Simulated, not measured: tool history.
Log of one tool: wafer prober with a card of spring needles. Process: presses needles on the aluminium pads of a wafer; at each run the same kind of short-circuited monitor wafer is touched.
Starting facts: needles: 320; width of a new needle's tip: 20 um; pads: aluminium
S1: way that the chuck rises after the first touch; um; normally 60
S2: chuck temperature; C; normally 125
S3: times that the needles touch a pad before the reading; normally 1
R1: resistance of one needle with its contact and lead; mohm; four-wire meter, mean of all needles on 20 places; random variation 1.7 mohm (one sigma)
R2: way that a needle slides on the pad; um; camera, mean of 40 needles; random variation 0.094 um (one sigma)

run   hour  S1   S2  S3   R1     R2
  1    0.0  60  125   1  289  13.75
       4.6  -- tips cleaned on abrasive film
      10.7  -- tips cleaned on abrasive film
      18.4  -- tips cleaned on abrasive film
      26.0  -- tips cleaned on abrasive film
      33.6  -- tips cleaned on abrasive film
      41.3  -- tips cleaned on abrasive film
      43.1  -- height of the first contact set anew
      47.7  -- tips cleaned on abrasive film
      55.3  -- tips cleaned on abrasive film
      62.0  -- tips cleaned on abrasive film
  2   62.0  60  125   1  207  14.14
      69.6  -- tips cleaned on abrasive film
      77.3  -- tips cleaned on abrasive film
      84.9  -- tips cleaned on abrasive film
      91.0  -- tips cleaned on abrasive film
      98.7  -- tips cleaned on abrasive film
  3  104.4  60   92   1  402  14.23
     106.0  -- tips cleaned on abrasive film
     113.6  -- tips cleaned on abrasive film
     121.3  -- tips cleaned on abrasive film
     128.9  -- tips cleaned on abrasive film
     135.0  -- tips cleaned on abrasive film
     142.6  -- tips cleaned on abrasive film
     150.3  -- tips cleaned on abrasive film
  4  155.0  60  125   1  379  13.97
     156.6  -- tips cleaned on abrasive film
     162.8  -- tips cleaned on abrasive film
     170.4  -- tips cleaned on abrasive film
     176.5  -- tips cleaned on abrasive film
  5  181.9  60  125   1  415  13.91
     183.5  -- tips cleaned on abrasive film
     191.2  -- tips cleaned on abrasive film
     198.8  -- tips cleaned on abrasive film
     204.9  -- tips cleaned on abrasive film
     212.5  -- tips cleaned on abrasive film
     220.2  -- tips cleaned on abrasive film
     222.0  -- height of the first contact set anew
  6  226.1  60  125   1  406  14.18
     227.7  -- tips cleaned on abrasive film
     233.9  -- tips cleaned on abrasive film
     241.5  -- tips cleaned on abrasive film
     253.5  -- card fitted with new needles
     259.6  -- tips cleaned on abrasive film
     265.7  -- tips cleaned on abrasive film
     273.4  -- tips cleaned on abrasive film
     281.0  -- tips cleaned on abrasive film
     288.6  -- tips cleaned on abrasive film
  7  294.6  60  125   1  269  14.16
     296.2  -- tips cleaned on abrasive film
     302.3  -- tips cleaned on abrasive film
     310.0  -- tips cleaned on abrasive film
     317.6  -- tips cleaned on abrasive film
     325.2  -- tips cleaned on abrasive film
     332.9  -- tips cleaned on abrasive film
     340.5  -- tips cleaned on abrasive film
     348.1  -- tips cleaned on abrasive film
  8  353.2  60  125   1  272  14.07
     354.8  -- tips cleaned on abrasive film
     360.9  -- tips cleaned on abrasive film
     368.6  -- tips cleaned on abrasive film
     374.7  -- tips cleaned on abrasive film
     382.3  -- tips cleaned on abrasive film
     383.9  -- tips cleaned on abrasive film, once more
     390.1  -- tips cleaned on abrasive film
     396.2  -- tips cleaned on abrasive film
  9  400.4  60  125   1  260  13.67
     403.5  -- tips cleaned on abrasive film
     411.1  -- tips cleaned on abrasive film
     418.7  -- tips cleaned on abrasive film
     424.9  -- tips cleaned on abrasive film
     431.2  -- height of the first contact set anew
     432.8  -- tips cleaned on abrasive film
     440.4  -- tips cleaned on abrasive film
     448.0  -- tips cleaned on abrasive film
 10  453.3  60  125   1  269  14.26
     454.9  -- tips cleaned on abrasive film
     462.6  -- tips cleaned on abrasive film
     468.7  -- tips cleaned on abrasive film
     476.3  -- tips cleaned on abrasive film
     482.4  -- tips cleaned on abrasive film
 11  487.4  60   57   1  258  14.17
     489.0  -- tips cleaned on abrasive film
     495.1  -- tips cleaned on abrasive film
     502.8  -- tips cleaned on abrasive film
     510.4  -- tips cleaned on abrasive film
     518.0  -- tips cleaned on abrasive film
     524.5  -- tips cleaned on abrasive film
 12  524.5  60   74   2  161  13.84
     532.1  -- tips cleaned on abrasive film
     538.2  -- tips cleaned on abrasive film
     545.8  -- tips cleaned on abrasive film
     553.5  -- tips cleaned on abrasive film
     561.1  -- tips cleaned on abrasive film
     567.2  -- tips cleaned on abrasive film
     573.4  -- tips cleaned on abrasive film
     579.9  -- tips cleaned on abrasive film
 13  579.9  60  125   1  179  13.88
     587.6  -- tips cleaned on abrasive film
     595.2  -- tips cleaned on abrasive film
     602.8  -- tips cleaned on abrasive film
     609.1  -- height of the first contact set anew
     610.8  -- tips cleaned on abrasive film
     616.9  -- tips cleaned on abrasive film
     623.0  -- tips cleaned on abrasive film
 14  626.9  60   28   2  208  14.32
     630.0  -- tips cleaned on abrasive film
     637.6  -- tips cleaned on abrasive film
     645.2  -- tips cleaned on abrasive film
     651.4  -- tips cleaned on abrasive film
     657.5  -- tips cleaned on abrasive film
     665.1  -- tips cleaned on abrasive film
     672.7  -- tips cleaned on abrasive film
 15  674.1  60   28   2  189  14.19
     680.3  -- tips cleaned on abrasive film
     686.4  -- tips cleaned on abrasive film
     694.0  -- tips cleaned on abrasive film
     701.6  -- tips cleaned on abrasive film
     707.8  -- tips cleaned on abrasive film
     715.4  -- tips cleaned on abrasive film
     723.0  -- tips cleaned on abrasive film
 16  728.5  60   35   1  290  13.87
     730.1  -- tips cleaned on abrasive film
     737.8  -- tips cleaned on abrasive film
     745.4  -- tips cleaned on abrasive film
     751.5  -- tips cleaned on abrasive film
     757.7  -- tips cleaned on abrasive film
     765.3  -- tips cleaned on abrasive film
     772.9  -- tips cleaned on abrasive film
 17  778.8  60   35   1  309  13.77
     780.5  -- tips cleaned on abrasive film
     786.8  -- height of the first contact set anew
     788.4  -- tips cleaned on abrasive film
     796.0  -- tips cleaned on abrasive film
     803.6  -- tips cleaned on abrasive film
     809.8  -- tips cleaned on abrasive film
     817.4  -- tips cleaned on abrasive film
     825.0  -- tips cleaned on abrasive film
     832.3  -- tips cleaned on abrasive film
 18  832.3  60   55   2  163  14.27
     840.0  -- tips cleaned on abrasive film
     847.6  -- tips cleaned on abrasive film
     855.2  -- tips cleaned on abrasive film
     862.9  -- tips cleaned on abrasive film
 19  866.0  60   60   2  220  14.06
     869.1  -- tips cleaned on abrasive film
     875.3  -- tips cleaned on abrasive film
     882.9  -- tips cleaned on abrasive film
     890.5  -- tips cleaned on abrasive film
 20  894.6  65   42   2  211  15.05

5 ways to go on from here, each from the tool as it stands after run 20. What would each give?
     897.7  -- tips cleaned on abrasive film
     905.4  -- tips cleaned on abrasive film
     911.5  -- tips cleaned on abrasive film
     919.1  -- tips cleaned on abrasive film
     926.8  -- tips cleaned on abrasive film
     932.9  -- tips cleaned on abrasive film
     940.5  -- tips cleaned on abrasive film
     948.1  -- tips cleaned on abrasive film
  A  951.0  60   43   1   ?   ?
     897.7  -- tips cleaned on abrasive film
     905.4  -- tips cleaned on abrasive film
     911.5  -- tips cleaned on abrasive film
     919.1  -- tips cleaned on abrasive film
     926.8  -- tips cleaned on abrasive film
     932.9  -- tips cleaned on abrasive film
     940.5  -- tips cleaned on abrasive film
     948.1  -- tips cleaned on abrasive film
  B  951.0  51  125   3   ?   ?
     897.7  -- tips cleaned on abrasive film
     905.4  -- tips cleaned on abrasive film
     911.5  -- tips cleaned on abrasive film
     919.1  -- tips cleaned on abrasive film
     926.8  -- tips cleaned on abrasive film
     932.9  -- tips cleaned on abrasive film
     940.5  -- tips cleaned on abrasive film
     948.1  -- tips cleaned on abrasive film
  C  951.0  45   42   2   ?   ?
     897.7  -- tips cleaned on abrasive film
     905.4  -- tips cleaned on abrasive film
     911.5  -- tips cleaned on abrasive film
     919.1  -- tips cleaned on abrasive film
     926.8  -- tips cleaned on abrasive film
     932.9  -- tips cleaned on abrasive film
     940.5  -- tips cleaned on abrasive film
     948.1  -- tips cleaned on abrasive film
  D  951.0  52  120   2   ?   ?
     897.7  -- tips cleaned on abrasive film
     905.4  -- tips cleaned on abrasive film
     911.5  -- tips cleaned on abrasive film
     919.1  -- tips cleaned on abrasive film
     926.8  -- tips cleaned on abrasive film
     932.9  -- tips cleaned on abrasive film
     940.5  -- tips cleaned on abrasive film
     948.1  -- tips cleaned on abrasive film
  E  951.0  74  113   1   ?   ?

run   R1     R2
  A  261  13.87
  B  235  11.68
  C  282  10.23
  D  259  11.94
  E  220  17.15
With the hidden condition removed and each run's random variation left untouched, the same runs would have given:
run   R1     R2
  A  150  14.39
  B  177  12.20
  C  161  10.75
  D  174  12.46
  E  153  17.67
